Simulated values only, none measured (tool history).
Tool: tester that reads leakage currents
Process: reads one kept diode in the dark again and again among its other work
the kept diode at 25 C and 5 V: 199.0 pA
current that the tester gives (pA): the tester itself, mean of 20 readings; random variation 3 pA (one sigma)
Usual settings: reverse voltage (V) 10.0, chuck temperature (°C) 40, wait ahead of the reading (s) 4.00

run	hour	reverse voltage (V)	chuck temperature (°C)	wait ahead of the reading (s)	current that the tester gives (pA)
1	0.0	10.0	40	4.00	1006.40
2	26.2	10.0	40	4.00	1001.47
3	60.7	7.6	40	4.00	879.70
4	82.6	10.0	40	4.00	1004.48
5	117.9	10.0	40	4.00	1002.56
6	152.9	10.0	40	4.89	997.48
7	189.3	10.0	40	4.00	1005.88
8	206.5	10.0	40	4.00	1002.10
9	227.3	5.7	40	4.00	760.65
10	256.1	5.7	40	4.00	764.24
11	288.4	8.9	40	4.00	947.28
12	321.1	8.9	40	4.00	949.95
13	358.2	2.8	40	4.00	538.31
14	394.9	10.0	40	4.00	998.22
15	434.6	10.0	40	4.00	1004.80
16	470.0	10.0	40	4.00	998.04
17	502.7	10.0	40	4.00	1002.32
18	530.5	10.0	40	4.00	994.26
19	569.4	10.0	40	4.00	1004.01
20	605.7	1.1	27	4.00	114.04
21	629.4	1.1	27	4.00	114.20
22	658.5	19.1	40	2.12	1368.61
23	676.2	1.1	40	4.00	342.65
24	704.6	17.4	40	2.40	1310.83
25	735.1	1.9	34	2.46	271.46
26	754.6	7.9	48	5.62	1678.38
27	788.3	1.5	48	1.11	746.20
28	812.5	1.5	48	1.11	749.60

Run 29 comes next. What will it give?
29	847.7	1.5	48	0.56	?

Run 29 gave current that the tester gives (pA) 751.01.
Without the tool's hidden state the same run would have given current that the tester gives (pA) 751.55.
